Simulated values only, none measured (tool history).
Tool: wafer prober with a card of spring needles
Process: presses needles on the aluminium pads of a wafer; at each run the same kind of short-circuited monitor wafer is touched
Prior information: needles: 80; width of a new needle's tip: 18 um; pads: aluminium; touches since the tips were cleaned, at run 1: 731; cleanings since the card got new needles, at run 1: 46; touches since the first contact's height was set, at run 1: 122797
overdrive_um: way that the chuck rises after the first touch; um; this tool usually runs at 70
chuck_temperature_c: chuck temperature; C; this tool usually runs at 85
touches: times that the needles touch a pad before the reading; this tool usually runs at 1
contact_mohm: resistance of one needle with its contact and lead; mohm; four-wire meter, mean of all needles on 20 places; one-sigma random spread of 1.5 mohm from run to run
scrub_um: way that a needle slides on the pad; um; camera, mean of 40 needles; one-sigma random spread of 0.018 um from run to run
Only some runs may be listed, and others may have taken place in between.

| run | day | overdrive_um | chuck_temperature_c | touches | touches since the tips were cleaned | cleanings since the card got new needles | touches since the first contact's height was set | contact_mohm | scrub_um |
|---|---|---|---|---|---|---|---|---|---|
| 1 | 0 | 70 | 85 | 1 | 731 | 46 | 122797 | 134 | 10.23 |
|  | 0.121 | tips cleaned on abrasive film |
|  | 0.3 | tips cleaned on abrasive film |
| 2 | 0.375 | 70 | 33 | 1 | 1047 | 48 | 127887 | 122 | 10.23 |
|  | 0.475 | tips cleaned on abrasive film |
|  | 0.65 | tips cleaned on abrasive film |
| 3 | 0.65 | 70 | 85 | 1 | 0 | 50 | 131613 | 133 | 10.26 |
|  | 0.825 | tips cleaned on abrasive film |
|  | 0.925 | height of the first contact set anew |
|  | 1.008 | tips cleaned on abrasive film |
| 4 | 1.033 | 70 | 85 | 1 | 377 | 52 | 1429 | 136 | 10.26 |
|  | 1.175 | tips cleaned on abrasive film |
| 5 | 1.275 | 53 | 85 | 1 | 1382 | 53 | 4723 | 143 | 7.74 |
|  | 1.358 | tips cleaned on abrasive film |
|  | 1.529 | tips cleaned on abrasive film |
| 6 | 1.642 | 53 | 85 | 1 | 1576 | 55 | 9732 | 141 | 7.75 |
|  | 1.7 | tips cleaned on abrasive film |
|  | 1.879 | tips cleaned on abrasive film |
| 7 | 1.925 | 53 | 85 | 1 | 668 | 57 | 13581 | 141 | 7.73 |
|  | 2.046 | tips cleaned on abrasive film |
| 8 | 2.162 | 53 | 85 | 1 | 1584 | 58 | 16786 | 141 | 7.73 |
|  | 2.225 | tips cleaned on abrasive film |
|  | 2.392 | tips cleaned on abrasive film |
| 9 | 2.442 | 70 | 125 | 1 | 694 | 60 | 20610 | 142 | 10.26 |
|  | 2.562 | tips cleaned on abrasive film |
| 10 | 2.612 | 70 | 125 | 1 | 698 | 61 | 22882 | 139 | 10.25 |
|  | 2.742 | tips cleaned on abrasive film |
| 11 | 2.867 | 70 | 125 | 1 | 1783 | 62 | 26407 | 143 | 10.21 |
|  | 2.904 | tips cleaned on abrasive film |
| 12 | 3.062 | 70 | 125 | 1 | 2179 | 63 | 29057 | 140 | 10.23 |
|  | 3.083 | tips cleaned on abrasive film |
|  | 3.25 | tips cleaned on abrasive film |
| 13 | 3.312 | 70 | 85 | 1 | 859 | 65 | 32403 | 133 | 10.24 |
|  | 3.425 | tips cleaned on abrasive film |
| 14 | 3.562 | 70 | 85 | 1 | 1902 | 66 | 35851 | 136 | 10.23 |
|  | 3.596 | tips cleaned on abrasive film |
|  | 3.788 | tips cleaned on abrasive film |
| 15 | 3.925 | 55 | 85 | 1 | 1901 | 68 | 40777 | 141 | 8.02 |
|  | 3.962 | tips cleaned on abrasive film |
|  | 4.15 | tips cleaned on abrasive film |
| 16 | 4.15 | 55 | 85 | 1 | 0 | 70 | 43783 | 143 | 8.03 |
|  | 4.329 | tips cleaned on abrasive film |
| 17 | 4.404 | 52 | 80 | 3 | 1089 | 71 | 47307 | 141 | 7.61 |
|  | 4.512 | tips cleaned on abrasive film |
|  | 4.692 | tips cleaned on abrasive film |
| 18 | 4.771 | 79 | 85 | 2 | 1069 | 73 | 52274 | 133 | 11.54 |
|  | 4.867 | tips cleaned on abrasive film |
| 19 | 4.958 | 82 | 66 | 1 | 1313 | 74 | 54849 | 129 | 11.98 |
|  | 5.046 | tips cleaned on abrasive film |
|  | 5.221 | tips cleaned on abrasive film |
| 20 | 5.329 | 55 | 74 | 1 | 1506 | 76 | 59862 | 137 | 8.03 |
|  | 5.4 | tips cleaned on abrasive film |
|  | 5.567 | tips cleaned on abrasive film |
| 21 | 5.692 | 68 | 32 | 1 | 1719 | 78 | 64804 | 126 | 9.94 |
|  | 5.733 | tips cleaned on abrasive film |
| 22 | 5.875 | 70 | 98 | 2 | 1947 | 79 | 67307 | 134 | 10.24 |
|  | 5.925 | tips cleaned on abrasive film |
|  | 6.1 | tips cleaned on abrasive film |
| 23 | 6.175 | 82 | 31 | 2 | 1064 | 81 | 71401 | 124 | 11.96 |
|  | 6.283 | tips cleaned on abrasive film |
|  | 6.45 | tips cleaned on abrasive film |
| 24 | 6.5 | 82 | 55 | 2 | 736 | 83 | 75805 | 125 | 11.99 |
|  | 6.617 | tips cleaned on abrasive film |
|  | 6.779 | tips cleaned on abrasive film |
| 25 | 6.779 | 75 | 55 | 2 | 0 | 85 | 79561 | 130 | 10.97 |
|  | 6.958 | tips cleaned on abrasive film |
|  | 7.121 | tips cleaned on abrasive film |
| 26 | 7.158 | 75 | 55 | 2 | 525 | 87 | 84756 | 129 | 10.93 |
|  | 7.288 | tips cleaned on abrasive film |
| 27 | 7.379 | 67 | 75 | 1 | 1278 | 88 | 87744 | 135 | 9.81 |
|  | 7.471 | tips cleaned on abrasive film |
|  | 7.638 | tips cleaned on abrasive film |
| 28 | 7.738 | 67 | 75 | 1 | 1352 | 90 | 92607 | 135 | 9.8 |
|  | 7.812 | tips cleaned on abrasive film |
| 29 | 7.938 | 69 | 76 | 2 | 1740 | 91 | 95343 | 131 | 10.07 |
|  | 7.979 | tips cleaned on abrasive film |
| 30 | 8.117 | 70 | 85 | 2 | 1960 | 92 | 97810 | 135 | 10.24 |
|  | 8.162 | tips cleaned on abrasive film |
|  | 8.325 | tips cleaned on abrasive film |
|  | 8.492 | tips cleaned on abrasive film |
| 31 | 8.492 | 70 | 85 | 2 | 0 | 95 | 102845 | 133 | 10.22 |

Consider 4 possible next runs. They are alternatives, not a sequence: every one starts from the tool as it was left by run 31. What does each give?
| A | 8.65 | 70 | 66 | 1 | 2201 | 95 | 105046 | ? | ? |
| B | 8.65 | 57 | 64 | 1 | 2201 | 95 | 105046 | ? | ? |
| C | 8.65 | 51 | 106 | 1 | 2201 | 95 | 105046 | ? | ? |
| D | 8.65 | 70 | 107 | 1 | 2201 | 95 | 105046 | ? | ? |

| run | contact_mohm | scrub_um |
|---|---|---|
| A | 133 | 10.24 |
| B | 134 | 8.32 |
| C | 148 | 7.44 |
| D | 137 | 10.24 |
What these runs would have given with no unlogged condition in the tool:
| run | contact_mohm | scrub_um |
|---|---|---|
| A | 132 | 10.24 |
| B | 133 | 8.33 |
| C | 147 | 7.44 |
| D | 136 | 10.25 |
